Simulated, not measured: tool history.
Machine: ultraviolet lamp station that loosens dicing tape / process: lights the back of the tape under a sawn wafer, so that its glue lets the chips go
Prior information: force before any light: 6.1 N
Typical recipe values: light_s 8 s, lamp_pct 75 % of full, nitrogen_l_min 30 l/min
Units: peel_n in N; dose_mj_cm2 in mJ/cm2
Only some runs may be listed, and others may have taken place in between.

{"run": 1, "hour": 0.0, "light_s": 8, "lamp_pct": 75, "nitrogen_l_min": 30, "peel_n": 0.587, "dose_mj_cm2": 497}
{"run": 2, "hour": 44.4, "light_s": 8, "lamp_pct": 75, "nitrogen_l_min": 30, "peel_n": 0.597, "dose_mj_cm2": 507}
{"run": 3, "hour": 108.6, "light_s": 14, "lamp_pct": 75, "nitrogen_l_min": 30, "peel_n": 0.136, "dose_mj_cm2": 884}
{"run": 4, "hour": 178.5, "light_s": 14, "lamp_pct": 75, "nitrogen_l_min": 30, "peel_n": 0.139, "dose_mj_cm2": 874}
{"run": 5, "hour": 249.7, "light_s": 8, "lamp_pct": 75, "nitrogen_l_min": 30, "peel_n": 0.589, "dose_mj_cm2": 499}
{"hour": 320.2, "done": "window cleaned of glue's vapour"}
{"run": 6, "hour": 347.9, "light_s": 8, "lamp_pct": 75, "nitrogen_l_min": 52, "peel_n": 0.413, "dose_mj_cm2": 503}
{"run": 7, "hour": 446.6, "light_s": 6, "lamp_pct": 64, "nitrogen_l_min": 30, "peel_n": 1.348, "dose_mj_cm2": 324}
{"run": 8, "hour": 509.9, "light_s": 8, "lamp_pct": 98, "nitrogen_l_min": 12, "peel_n": 0.606, "dose_mj_cm2": 656}
{"run": 9, "hour": 609.1, "light_s": 8, "lamp_pct": 84, "nitrogen_l_min": 29, "peel_n": 0.467, "dose_mj_cm2": 565}
{"run": 10, "hour": 659.2, "light_s": 8, "lamp_pct": 84, "nitrogen_l_min": 29, "peel_n": 0.469, "dose_mj_cm2": 559}
{"run": 11, "hour": 735.7, "light_s": 10, "lamp_pct": 90, "nitrogen_l_min": 30, "peel_n": 0.214, "dose_mj_cm2": 748}

Here are 4 independent what-if runs from the current tool condition. What would each one return?
{"run": "A", "hour": 780.8, "light_s": 8, "lamp_pct": 62, "nitrogen_l_min": 15, "peel_n": "?", "dose_mj_cm2": "?"}
{"run": "B", "hour": 780.8, "light_s": 8, "lamp_pct": 60, "nitrogen_l_min": 13, "peel_n": "?", "dose_mj_cm2": "?"}
{"run": "C", "hour": 780.8, "light_s": 8, "lamp_pct": 75, "nitrogen_l_min": 30, "peel_n": "?", "dose_mj_cm2": "?"}
{"run": "D", "hour": 780.8, "light_s": 10, "lamp_pct": 90, "nitrogen_l_min": 22, "peel_n": "?", "dose_mj_cm2": "?"}

run=A peel_n=1.273 dose_mj_cm2=414
run=B peel_n=1.411 dose_mj_cm2=405
run=C peel_n=0.589 dose_mj_cm2=498
run=D peel_n=0.277 dose_mj_cm2=749
Had the tool no hidden state, the same runs would have come out as:
run=A peel_n=1.267 dose_mj_cm2=415
run=B peel_n=1.406 dose_mj_cm2=406
run=C peel_n=0.585 dose_mj_cm2=500
run=D peel_n=0.275 dose_mj_cm2=751
